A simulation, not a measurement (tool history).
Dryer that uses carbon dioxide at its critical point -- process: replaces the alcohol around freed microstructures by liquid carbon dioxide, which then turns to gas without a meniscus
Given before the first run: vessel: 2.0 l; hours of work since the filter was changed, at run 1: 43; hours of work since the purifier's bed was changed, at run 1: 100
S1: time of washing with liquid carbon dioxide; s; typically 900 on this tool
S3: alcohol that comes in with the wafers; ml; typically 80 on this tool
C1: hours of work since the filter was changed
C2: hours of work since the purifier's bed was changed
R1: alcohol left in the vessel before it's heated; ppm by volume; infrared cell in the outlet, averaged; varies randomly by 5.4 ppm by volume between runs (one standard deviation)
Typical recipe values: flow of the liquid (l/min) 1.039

Run 1, hour 0.0: usual settings; C1 43; C2 100. Result: R1 174 ppm by volume.
Run 2, hour 17.5: usual settings; C1 49; C2 107. Result: R1 167 ppm by volume.
Run 3, hour 44.5: usual settings; C1 60; C2 118. Result: R1 176 ppm by volume.
Run 4, hour 69.0: usual settings; C1 69; C2 127. Result: R1 184 ppm by volume.
Run 5, hour 93.8: usual settings; C1 79; C2 137. Result: R1 184 ppm by volume.
Run 6, hour 116.7: usual settings but S1 720 s; C1 88; C2 145. Result: R1 521 ppm by volume.
Run 7, hour 143.1: usual settings but S1 720 s; C1 98; C2 156. Result: R1 516 ppm by volume.
Run 8, hour 166.9: usual settings; C1 107; C2 165. Result: R1 190 ppm by volume.
Run 9, hour 188.0: usual settings but flow of the liquid (l/min) 1.600; C1 115; C2 173. Result: R1 48 ppm by volume.
Run 10, hour 213.7: usual settings but flow of the liquid (l/min) 1.600; C1 125; C2 183. Result: R1 59 ppm by volume.
Run 11, hour 226.5: usual settings; C1 130; C2 188. Result: R1 217 ppm by volume.
Run 12, hour 241.4: usual settings; C1 136; C2 193. Result: R1 208 ppm by volume.
Run 13, hour 260.4: usual settings but S1 1380 s; C1 143; C2 201. Result: R1 60 ppm by volume.
Run 14, hour 278.1: usual settings but S1 1380 s; C1 150; C2 208. Result: R1 56 ppm by volume.
Run 15, hour 293.0: usual settings but S1 720 s; C1 156; C2 213. Result: R1 559 ppm by volume.
Run 16, hour 317.3: usual settings but S1 720 s; C1 165; C2 223. Result: R1 572 ppm by volume.
Run 17, hour 330.1: usual settings but S1 720 s, flow of the liquid (l/min) 0.880; C1 170; C2 228. Result: R1 1091 ppm by volume.
Run 18, hour 352.5: usual settings but S1 720 s, flow of the liquid (l/min) 0.880; C1 178; C2 236. Result: R1 1129 ppm by volume.
Run 19, hour 369.9: usual settings but S1 720 s, flow of the liquid (l/min) 0.880, S3 105 ml; C1 185; C2 243. Result: R1 1492 ppm by volume.
Run 20, hour 396.2: usual settings but S1 960 s, flow of the liquid (l/min) 1.700, S3 51 ml; C1 195; C2 253. Result: R1 62 ppm by volume.
Run 21, hour 409.3: usual settings but flow of the liquid (l/min) 1.080, S3 40 ml; C1 200; C2 258. Result: R1 138 ppm by volume.

Run 22, settings as shown, results not yet in. Your forecast:
Run 22, hour 429.0: usual settings but flow of the liquid (l/min) 1.080, S3 40 ml; C1 208; C2 266. Result: R1 ?.

R1: 133 ppm by volume
Were there no unlogged condition in the tool, this run, its random variation unchanged, would have produced R1 58 ppm by volume.
